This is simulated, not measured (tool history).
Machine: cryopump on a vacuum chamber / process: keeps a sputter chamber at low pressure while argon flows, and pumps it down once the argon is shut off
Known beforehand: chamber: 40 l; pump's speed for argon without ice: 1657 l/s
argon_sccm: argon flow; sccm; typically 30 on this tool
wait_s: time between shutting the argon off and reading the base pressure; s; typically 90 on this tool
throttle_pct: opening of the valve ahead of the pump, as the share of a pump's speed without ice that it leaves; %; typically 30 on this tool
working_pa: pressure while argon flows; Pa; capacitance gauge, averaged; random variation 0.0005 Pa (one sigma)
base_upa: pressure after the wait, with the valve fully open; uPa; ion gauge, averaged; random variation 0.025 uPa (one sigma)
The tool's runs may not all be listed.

Run 1, hour 0: usual settings. Result: working_pa 0.1036 Pa, base_upa 1.55 uPa.
Run 2, hour 74.4: usual settings. Result: working_pa 0.1042 Pa, base_upa 1.53 uPa.
At hour 117.8: leaking fittings of the chamber tightened, without venting.
Run 3, hour 172.2: usual settings. Result: working_pa 0.1035 Pa, base_upa 1.09 uPa.
Run 4, hour 271.4: usual settings. Result: working_pa 0.105 Pa, base_upa 1.09 uPa.
Run 5, hour 367.2: usual settings. Result: working_pa 0.1051 Pa, base_upa 1.14 uPa.
Run 6, hour 471.9: usual settings but wait_s 41 s. Result: working_pa 0.1059 Pa, base_upa 2.07 uPa.
Run 7, hour 520.3: usual settings but argon_sccm 22 sccm, wait_s 41 s. Result: working_pa 0.0772 Pa, base_upa 2.14 uPa.
Run 8, hour 587.2: usual settings but throttle_pct 51 %. Result: working_pa 0.0636 Pa, base_upa 1.14 uPa.
Run 9, hour 669.8: usual settings but wait_s 128 s, throttle_pct 21 %. Result: working_pa 0.1491 Pa, base_upa 0.87 uPa.
Run 10, hour 728.3: usual settings but wait_s 128 s, throttle_pct 21 %. Result: working_pa 0.149 Pa, base_upa 0.91 uPa.
Run 11, hour 830.3: usual settings but wait_s 128 s, throttle_pct 21 %. Result: working_pa 0.1501 Pa, base_upa 0.87 uPa.
Run 12, hour 936.7: usual settings but argon_sccm 13 sccm, wait_s 38 s, throttle_pct 17 %. Result: working_pa 0.0801 Pa, base_upa 2.36 uPa.
Run 13, hour 1029.5: usual settings but argon_sccm 13 sccm, wait_s 22 s, throttle_pct 22 %. Result: working_pa 0.062 Pa, base_upa 3.84 uPa.
Run 14, hour 1080.2: usual settings but argon_sccm 14 sccm, wait_s 22 s, throttle_pct 22 %. Result: working_pa 0.0671 Pa, base_upa 3.79 uPa.
Run 15, hour 1144.8: usual settings but argon_sccm 14 sccm, wait_s 22 s, throttle_pct 22 %. Result: working_pa 0.0673 Pa, base_upa 3.84 uPa.

Below are 3 alternative next runs, each starting from the tool's condition after run 15. Predict each:
Run A, hour 1228: usual settings but argon_sccm 14 sccm, wait_s 150 s, throttle_pct 26 %. Result: working_pa ?, base_upa ?.
Run B, hour 1228: usual settings but argon_sccm 58 sccm, wait_s 164 s, throttle_pct 56 %. Result: working_pa ?, base_upa ?.
Run C, hour 1228: usual settings but argon_sccm 43 sccm. Result: working_pa ?, base_upa ?.

run  working_pa  base_upa
  A      0.0574      0.87
  B       0.116      0.85
  C      0.1554      1.19
Stripped of hidden state, with their random variation kept, the same runs would have yielded:
run  working_pa  base_upa
  A      0.0546      0.69
  B      0.1045      0.67
  C      0.1469      1.02

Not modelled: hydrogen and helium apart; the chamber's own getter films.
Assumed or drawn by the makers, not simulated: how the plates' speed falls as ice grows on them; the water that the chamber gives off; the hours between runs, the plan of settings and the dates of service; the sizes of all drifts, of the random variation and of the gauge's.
